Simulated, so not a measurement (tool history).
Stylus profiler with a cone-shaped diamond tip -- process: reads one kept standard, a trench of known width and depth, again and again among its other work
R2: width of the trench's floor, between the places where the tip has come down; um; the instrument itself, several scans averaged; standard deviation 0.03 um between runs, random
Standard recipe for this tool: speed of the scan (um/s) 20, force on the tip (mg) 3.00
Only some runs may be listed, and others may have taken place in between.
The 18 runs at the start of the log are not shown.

At day 21.879: new tip fitted, height scale calibrated.
Run 19, day 22.654: usual settings but force on the tip (mg) 2.03. Result: depth of the trench (Å) 2027.5, R2 18.16 um.
Run 20, day 23.667: usual settings but speed of the scan (um/s) 62, force on the tip (mg) 1.75. Result: depth of the trench (Å) 2023.6, R2 17.87 um.
Run 21, day 25.267: usual settings but speed of the scan (um/s) 51, force on the tip (mg) 3.75. Result: depth of the trench (Å) 2040.2, R2 18.00 um.
Run 22, day 26.929: usual settings but speed of the scan (um/s) 51, force on the tip (mg) 3.75. Result: depth of the trench (Å) 2042.1, R2 17.93 um.
Run 23, day 27.779: usual settings but speed of the scan (um/s) 38, force on the tip (mg) 4.47. Result: depth of the trench (Å) 2046.4, R2 17.98 um.
Run 24, day 29.383: usual settings but speed of the scan (um/s) 24, force on the tip (mg) 1.46. Result: depth of the trench (Å) 2023.9, R2 17.97 um.
Run 25, day 30.800: usual settings but speed of the scan (um/s) 12, force on the tip (mg) 2.84. Result: depth of the trench (Å) 2034.4, R2 18.00 um.
Run 26, day 31.858: usual settings but force on the tip (mg) 4.28. Result: depth of the trench (Å) 2045.3, R2 17.99 um.
Run 27, day 32.708: usual settings but speed of the scan (um/s) 69, force on the tip (mg) 2.81. Result: depth of the trench (Å) 2035.0, R2 17.71 um.
Run 28, day 33.521: usual settings but speed of the scan (um/s) 13, force on the tip (mg) 7.65. Result: depth of the trench (Å) 2066.2, R2 17.98 um.
Run 29, day 34.250: usual settings but speed of the scan (um/s) 13, force on the tip (mg) 7.65. Result: depth of the trench (Å) 2068.2, R2 17.92 um.
Run 30, day 35.775: usual settings but speed of the scan (um/s) 13, force on the tip (mg) 7.65. Result: depth of the trench (Å) 2067.6, R2 17.90 um.
Run 31, day 36.504: usual settings but speed of the scan (um/s) 13, force on the tip (mg) 7.65. Result: depth of the trench (Å) 2068.1, R2 17.93 um.
Run 32, day 38.212: usual settings but speed of the scan (um/s) 57, force on the tip (mg) 3.02. Result: depth of the trench (Å) 2035.8, R2 17.71 um.
Run 33, day 38.950: usual settings but force on the tip (mg) 3.87. Result: depth of the trench (Å) 2044.2, R2 17.83 um.
Run 34, day 39.921: usual settings but force on the tip (mg) 3.87. Result: depth of the trench (Å) 2044.8, R2 17.86 um.
Run 35, day 40.783: usual settings but speed of the scan (um/s) 18, force on the tip (mg) 2.67. Result: depth of the trench (Å) 2035.8, R2 17.79 um.

Run 36 has not been measured yet. What should we expect?
Run 36, day 42.492: usual settings but speed of the scan (um/s) 18, force on the tip (mg) 6.63. Result: depth of the trench (Å) ?, R2 ?.

{"run 36": {"depth of the trench (Å)": 2061.6, "R2": 17.78}}
Were there no unlogged condition in the tool, this run, its random variation unchanged, would have produced depth of the trench (Å) 2059.6, R2 18.23 um.

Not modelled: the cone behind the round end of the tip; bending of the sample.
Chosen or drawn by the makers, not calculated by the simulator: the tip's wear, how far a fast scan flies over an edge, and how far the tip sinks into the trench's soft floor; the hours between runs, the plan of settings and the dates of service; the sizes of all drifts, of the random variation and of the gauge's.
